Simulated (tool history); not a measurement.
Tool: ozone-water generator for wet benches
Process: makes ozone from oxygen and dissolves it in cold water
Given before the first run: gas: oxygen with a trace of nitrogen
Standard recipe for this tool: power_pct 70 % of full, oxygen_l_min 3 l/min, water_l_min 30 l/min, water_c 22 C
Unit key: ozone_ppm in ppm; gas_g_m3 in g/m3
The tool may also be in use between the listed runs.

{"run": 1, "hour": 0.0, "power_pct": 70, "oxygen_l_min": 3, "water_l_min": 30, "water_c": 22, "ozone_ppm": 12.8, "gas_g_m3": 239.8}
{"run": 2, "hour": 45.3, "power_pct": 70, "oxygen_l_min": 4.22, "water_l_min": 30, "water_c": 22, "ozone_ppm": 13.9, "gas_g_m3": 211}
{"run": 3, "hour": 83.3, "power_pct": 70, "oxygen_l_min": 3, "water_l_min": 31, "water_c": 22, "ozone_ppm": 12.3, "gas_g_m3": 243}
{"run": 4, "hour": 116.8, "power_pct": 70, "oxygen_l_min": 3, "water_l_min": 31, "water_c": 22, "ozone_ppm": 12.1, "gas_g_m3": 240.5}
{"run": 5, "hour": 143.8, "power_pct": 70, "oxygen_l_min": 3, "water_l_min": 30, "water_c": 25, "ozone_ppm": 12.4, "gas_g_m3": 241}
{"run": 6, "hour": 166.0, "power_pct": 70, "oxygen_l_min": 3, "water_l_min": 30, "water_c": 25, "ozone_ppm": 12.2, "gas_g_m3": 242.5}
{"run": 7, "hour": 219.5, "power_pct": 70, "oxygen_l_min": 3, "water_l_min": 30, "water_c": 25, "ozone_ppm": 12.2, "gas_g_m3": 240.4}
{"run": 8, "hour": 258.5, "power_pct": 70, "oxygen_l_min": 3, "water_l_min": 40, "water_c": 25, "ozone_ppm": 9.2, "gas_g_m3": 241.8}
{"run": 9, "hour": 283.9, "power_pct": 70, "oxygen_l_min": 3, "water_l_min": 30, "water_c": 22, "ozone_ppm": 12.5, "gas_g_m3": 239.8}
{"run": 10, "hour": 320.4, "power_pct": 70, "oxygen_l_min": 3, "water_l_min": 30, "water_c": 22, "ozone_ppm": 12.5, "gas_g_m3": 241.9}
{"run": 11, "hour": 350.5, "power_pct": 70, "oxygen_l_min": 3, "water_l_min": 30, "water_c": 22, "ozone_ppm": 12.6, "gas_g_m3": 239.1}
{"hour": 357.9, "done": "contactor cleaned"}
{"run": 12, "hour": 408.2, "power_pct": 70, "oxygen_l_min": 3, "water_l_min": 30, "water_c": 22, "ozone_ppm": 12.7, "gas_g_m3": 239.9}
{"hour": 447.0, "done": "contactor cleaned, once more"}
{"run": 13, "hour": 465.2, "power_pct": 70, "oxygen_l_min": 3, "water_l_min": 30, "water_c": 22, "ozone_ppm": 12.6, "gas_g_m3": 240.1}
{"run": 14, "hour": 512.5, "power_pct": 55, "oxygen_l_min": 3, "water_l_min": 30, "water_c": 22, "ozone_ppm": 10.6, "gas_g_m3": 202}
{"run": 15, "hour": 559.2, "power_pct": 70, "oxygen_l_min": 3, "water_l_min": 30, "water_c": 27, "ozone_ppm": 12, "gas_g_m3": 242.9}
{"run": 16, "hour": 583.4, "power_pct": 83, "oxygen_l_min": 3, "water_l_min": 30, "water_c": 22, "ozone_ppm": 14.3, "gas_g_m3": 272.6}
{"run": 17, "hour": 621.1, "power_pct": 57, "oxygen_l_min": 3.56, "water_l_min": 30, "water_c": 22, "ozone_ppm": 11.4, "gas_g_m3": 192}
{"run": 18, "hour": 647.0, "power_pct": 70, "oxygen_l_min": 3, "water_l_min": 44, "water_c": 27, "ozone_ppm": 8, "gas_g_m3": 238.5}
{"run": 19, "hour": 685.7, "power_pct": 90, "oxygen_l_min": 3.97, "water_l_min": 25, "water_c": 27, "ozone_ppm": 18.7, "gas_g_m3": 260.3}
{"run": 20, "hour": 711.7, "power_pct": 54, "oxygen_l_min": 2.07, "water_l_min": 41, "water_c": 15, "ozone_ppm": 6.7, "gas_g_m3": 229}
{"run": 21, "hour": 746.3, "power_pct": 54, "oxygen_l_min": 2.58, "water_l_min": 23, "water_c": 22, "ozone_ppm": 12.9, "gas_g_m3": 210.7}
{"run": 22, "hour": 778.2, "power_pct": 54, "oxygen_l_min": 2.58, "water_l_min": 23, "water_c": 22, "ozone_ppm": 13, "gas_g_m3": 209.5}
{"run": 23, "hour": 808.2, "power_pct": 85, "oxygen_l_min": 5.3, "water_l_min": 22, "water_c": 22, "ozone_ppm": 22.1, "gas_g_m3": 219.4}
{"run": 24, "hour": 838.6, "power_pct": 43, "oxygen_l_min": 2.8, "water_l_min": 21, "water_c": 22, "ozone_ppm": 11.9, "gas_g_m3": 171.7}
{"run": 25, "hour": 889.3, "power_pct": 43, "oxygen_l_min": 2.8, "water_l_min": 21, "water_c": 22, "ozone_ppm": 12.3, "gas_g_m3": 169.3}

What if the next run were any one of these 5? Each begins from the tool's condition after run 25:
{"run": "A", "hour": 916.8, "power_pct": 41, "oxygen_l_min": 2.8, "water_l_min": 45, "water_c": 17, "ozone_ppm": "?", "gas_g_m3": "?"}
{"run": "B", "hour": 916.8, "power_pct": 73, "oxygen_l_min": 5.07, "water_l_min": 21, "water_c": 28, "ozone_ppm": "?", "gas_g_m3": "?"}
{"run": "C", "hour": 916.8, "power_pct": 81, "oxygen_l_min": 2.8, "water_l_min": 43, "water_c": 22, "ozone_ppm": "?", "gas_g_m3": "?"}
{"run": "D", "hour": 916.8, "power_pct": 64, "oxygen_l_min": 3, "water_l_min": 30, "water_c": 17, "ozone_ppm": "?", "gas_g_m3": "?"}
{"run": "E", "hour": 916.8, "power_pct": 43, "oxygen_l_min": 2.8, "water_l_min": 47, "water_c": 14, "ozone_ppm": "?", "gas_g_m3": "?"}

run=A ozone_ppm=5.5 gas_g_m3=163.4
run=B ozone_ppm=18.4 gas_g_m3=198.5
run=C ozone_ppm=9.3 gas_g_m3=272.3
run=D ozone_ppm=12.4 gas_g_m3=223.7
run=E ozone_ppm=5.5 gas_g_m3=169
With no hidden state in the tool, these same runs would have given:
run=A ozone_ppm=5.6 gas_g_m3=165.8
run=B ozone_ppm=19 gas_g_m3=203.6
run=C ozone_ppm=9.6 gas_g_m3=279.8
run=D ozone_ppm=12.8 gas_g_m3=228.9
run=E ozone_ppm=5.6 gas_g_m3=171.6
